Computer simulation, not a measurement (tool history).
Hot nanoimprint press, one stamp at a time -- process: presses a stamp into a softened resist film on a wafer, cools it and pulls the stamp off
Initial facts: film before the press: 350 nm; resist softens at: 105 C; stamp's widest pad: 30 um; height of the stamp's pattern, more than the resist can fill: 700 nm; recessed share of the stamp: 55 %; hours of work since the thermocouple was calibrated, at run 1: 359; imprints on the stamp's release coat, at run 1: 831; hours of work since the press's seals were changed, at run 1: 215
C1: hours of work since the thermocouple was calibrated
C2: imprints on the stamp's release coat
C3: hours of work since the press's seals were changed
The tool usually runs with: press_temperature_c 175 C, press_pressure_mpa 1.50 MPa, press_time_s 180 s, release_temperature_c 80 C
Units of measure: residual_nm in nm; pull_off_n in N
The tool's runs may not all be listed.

run 1 day=0.000 | press_temperature_c=175 press_pressure_mpa=1.50 press_time_s=180 release_temperature_c=80 | C1=359 C2=831 C3=215 | residual_nm=165.4 pull_off_n=158
run 2 day=1.562 | press_temperature_c=175 press_pressure_mpa=1.50 press_time_s=180 release_temperature_c=80 | C1=379 C2=942 C3=235 | residual_nm=163.1 pull_off_n=169
run 3 day=3.842 | press_temperature_c=175 press_pressure_mpa=1.50 press_time_s=180 release_temperature_c=80 | C1=408 C2=1105 C3=264 | residual_nm=165.1 pull_off_n=165
run 4 day=6.592 | press_temperature_c=175 press_pressure_mpa=1.50 press_time_s=180 release_temperature_c=80 | C1=443 C2=1301 C3=299 | residual_nm=164.7 pull_off_n=161
-- day=7.050 plate thermocouple calibrated
run 5 day=8.600 | press_temperature_c=175 press_pressure_mpa=1.50 press_time_s=180 release_temperature_c=80 | C1=20 C2=1435 C3=323 | residual_nm=163.4 pull_off_n=167
-- day=9.808 stamp cleaned and given a new release coat
run 6 day=10.604 | press_temperature_c=176 press_pressure_mpa=1.50 press_time_s=180 release_temperature_c=80 | C1=42 C2=57 C3=345 | residual_nm=156.3 pull_off_n=159
run 7 day=12.592 | press_temperature_c=176 press_pressure_mpa=1.50 press_time_s=180 release_temperature_c=80 | C1=67 C2=199 C3=370 | residual_nm=154.5 pull_off_n=166
run 8 day=13.771 | press_temperature_c=184 press_pressure_mpa=1.50 press_time_s=180 release_temperature_c=80 | C1=82 C2=283 C3=385 | residual_nm=102.3 pull_off_n=163
run 9 day=15.429 | press_temperature_c=175 press_pressure_mpa=1.50 press_time_s=180 release_temperature_c=80 | C1=104 C2=401 C3=407 | residual_nm=162.9 pull_off_n=165
run 10 day=16.579 | press_temperature_c=175 press_pressure_mpa=1.50 press_time_s=180 release_temperature_c=80 | C1=118 C2=483 C3=421 | residual_nm=161.6 pull_off_n=165
run 11 day=19.075 | press_temperature_c=175 press_pressure_mpa=1.91 press_time_s=180 release_temperature_c=80 | C1=150 C2=661 C3=453 | residual_nm=145.2 pull_off_n=163
run 12 day=21.712 | press_temperature_c=175 press_pressure_mpa=1.50 press_time_s=180 release_temperature_c=70 | C1=184 C2=850 C3=487 | residual_nm=161.3 pull_off_n=210
run 13 day=24.221 | press_temperature_c=175 press_pressure_mpa=1.50 press_time_s=180 release_temperature_c=70 | C1=216 C2=1029 C3=518 | residual_nm=160.9 pull_off_n=211
run 14 day=25.575 | press_temperature_c=164 press_pressure_mpa=1.50 press_time_s=180 release_temperature_c=67 | C1=233 C2=1125 C3=536 | residual_nm=255.4 pull_off_n=224
run 15 day=26.838 | press_temperature_c=186 press_pressure_mpa=1.19 press_time_s=181 release_temperature_c=78 | C1=249 C2=1215 C3=552 | residual_nm=103.6 pull_off_n=179
run 16 day=28.871 | press_temperature_c=186 press_pressure_mpa=1.19 press_time_s=181 release_temperature_c=78 | C1=275 C2=1361 C3=578 | residual_nm=103.7 pull_off_n=176
-- day=29.046 gauge calibrated
-- day=30.942 stamp cleaned and given a new release coat
run 17 day=30.942 | press_temperature_c=186 press_pressure_mpa=2.03 press_time_s=239 release_temperature_c=78 | C1=298 C2=0 C3=601 | residual_nm=70.9 pull_off_n=171
run 18 day=32.283 | press_temperature_c=175 press_pressure_mpa=1.50 press_time_s=356 release_temperature_c=80 | C1=315 C2=96 C3=618 | residual_nm=127.9 pull_off_n=162
run 19 day=33.650 | press_temperature_c=175 press_pressure_mpa=1.50 press_time_s=207 release_temperature_c=66 | C1=333 C2=194 C3=635 | residual_nm=156.6 pull_off_n=228
run 20 day=35.125 | press_temperature_c=174 press_pressure_mpa=1.01 press_time_s=129 release_temperature_c=68 | C1=351 C2=299 C3=654 | residual_nm=222.8 pull_off_n=220

Forecast run 21:
run 21 day=37.225 | press_temperature_c=174 press_pressure_mpa=1.01 press_time_s=129 release_temperature_c=68 | C1=378 C2=449 C3=681 | residual_nm=? pull_off_n=?

{"run 21": {"residual_nm": 223.2, "pull_off_n": 218}}
On a tool with no hidden condition, and with the same random variation, this run would have come out at residual_nm 224.7 nm, pull_off_n 217 N.

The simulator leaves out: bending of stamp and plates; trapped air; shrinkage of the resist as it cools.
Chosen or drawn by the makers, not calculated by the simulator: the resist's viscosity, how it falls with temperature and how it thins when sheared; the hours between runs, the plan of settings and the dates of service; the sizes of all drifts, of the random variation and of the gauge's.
